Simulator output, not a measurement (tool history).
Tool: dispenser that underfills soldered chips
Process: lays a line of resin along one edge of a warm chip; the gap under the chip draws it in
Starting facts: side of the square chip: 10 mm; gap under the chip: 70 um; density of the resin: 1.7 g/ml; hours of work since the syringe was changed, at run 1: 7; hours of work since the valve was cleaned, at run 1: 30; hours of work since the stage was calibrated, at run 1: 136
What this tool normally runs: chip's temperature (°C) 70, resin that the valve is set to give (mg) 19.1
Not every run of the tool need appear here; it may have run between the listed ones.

| run | hour | chip's temperature (°C) | resin that the valve is set to give (mg) | hours of work since the syringe was changed | hours of work since the valve was cleaned | hours of work since the stage was calibrated | time until the resin shows at the far edge (s) | resin that the valve gave (mg) |
|---|---|---|---|---|---|---|---|---|
| 1 | 0 | 70 | 19.1 | 7 | 30 | 136 | 141.7 | 18.83 |
| 2 | 2.4 | 70 | 19.1 | 9 | 32 | 138 | 162.6 | 18.87 |
| 3 | 5.2 | 70 | 19.1 | 11 | 34 | 141 | 191 | 18.89 |
|  | 5.9 | new syringe of resin |
| 4 | 8.8 | 70 | 22.1 | 2 | 37 | 143 | 105.2 | 21.83 |
| 5 | 12.2 | 70 | 22.1 | 5 | 40 | 146 | 125.1 | 21.78 |
| 6 | 17.2 | 70 | 22.1 | 9 | 44 | 150 | 163.9 | 21.8 |
|  | 20.9 | new syringe of resin |
| 7 | 21.5 | 70 | 17.4 | 0 | 47 | 153 | 93 | 17.07 |
| 8 | 25.5 | 70 | 18 | 4 | 50 | 156 | 114.6 | 17.7 |
| 9 | 29.5 | 70 | 18.7 | 7 | 53 | 159 | 141 | 18.34 |
| 10 | 34.5 | 70 | 21.7 | 11 | 57 | 163 | 183.1 | 21.26 |
|  | 35.6 | new syringe of resin |
| 11 | 36.9 | 70 | 21.7 | 1 | 59 | 165 | 95.3 | 21.29 |
| 12 | 39.7 | 70 | 20.9 | 3 | 61 | 167 | 111.8 | 20.44 |
| 13 | 43.4 | 70 | 20.9 | 6 | 64 | 170 | 138.1 | 20.41 |
| 14 | 45.7 | 70 | 19.1 | 8 | 66 | 172 | 158.3 | 18.59 |
| 15 | 48.1 | 60 | 17.8 | 10 | 68 | 174 | 312.4 | 17.39 |
|  | 50.5 | new syringe of resin |
| 16 | 50.8 | 81 | 22.5 | 0 | 70 | 176 | 51.3 | 21.91 |
| 17 | 55.8 | 71 | 20 | 4 | 74 | 180 | 113.7 | 19.52 |
| 18 | 60.3 | 71 | 20 | 8 | 77 | 184 | 140.7 | 19.47 |
| 19 | 63.7 | 71 | 20 | 11 | 80 | 186 | 171.9 | 19.46 |
|  | 65.3 | new syringe of resin |
| 20 | 67.6 | 59 | 17.3 | 2 | 83 | 189 | 184.5 | 16.82 |
| 21 | 71.2 | 70 | 22.7 | 5 | 86 | 192 | 120.8 | 22.01 |
| 22 | 75.7 | 70 | 23.5 | 8 | 89 | 196 | 156.1 | 22.76 |
|  | 80.1 | new syringe of resin |
| 23 | 80.3 | 81 | 19.1 | 0 | 93 | 199 | 52.4 | 18.47 |
| 24 | 83.4 | 81 | 23.4 | 3 | 95 | 201 | 60.9 | 22.68 |
| 25 | 86.5 | 69 | 19.7 | 5 | 98 | 204 | 134.4 | 19.06 |
| 26 | 89.8 | 69 | 19.7 | 8 | 100 | 207 | 161.4 | 19.04 |
| 27 | 93.3 | 69 | 19.7 | 11 | 103 | 209 | 195.7 | 18.99 |
|  | 94.9 | new syringe of resin |
|  | 95.9 | dispensing valve cleaned and set on the balance |
| 28 | 98.9 | 81 | 19.1 | 2 | 2 | 213 | 61.1 | 19.12 |

Consider 5 possible next runs. They are alternatives, not a sequence: every one starts from the tool as it was left by run 28. What does each give?
| A | 103.2 | 60 | 24.4 | 6 | 6 | 216 | ? | ? |
| B | 103.2 | 70 | 20 | 6 | 6 | 216 | ? | ? |
| C | 103.2 | 63 | 19.9 | 6 | 6 | 216 | ? | ? |
| D | 103.2 | 69 | 19.1 | 6 | 6 | 216 | ? | ? |
| E | 103.2 | 70 | 20.9 | 6 | 6 | 216 | ? | ? |

| run | time until the resin shows at the far edge (s) | resin that the valve gave (mg) |
|---|---|---|
| A | 227.7 | 24.37 |
| B | 133.9 | 19.98 |
| C | 192.9 | 19.85 |
| D | 143.1 | 19.07 |
| E | 130.8 | 20.88 |
Without the tool's hidden state the same runs would have given:
| run | time until the resin shows at the far edge (s) | resin that the valve gave (mg) |
|---|---|---|
| A | 143.8 | 24.39 |
| B | 85 | 19.99 |
| C | 121.9 | 19.87 |
| D | 90.7 | 19.09 |
| E | 82.8 | 20.9 |

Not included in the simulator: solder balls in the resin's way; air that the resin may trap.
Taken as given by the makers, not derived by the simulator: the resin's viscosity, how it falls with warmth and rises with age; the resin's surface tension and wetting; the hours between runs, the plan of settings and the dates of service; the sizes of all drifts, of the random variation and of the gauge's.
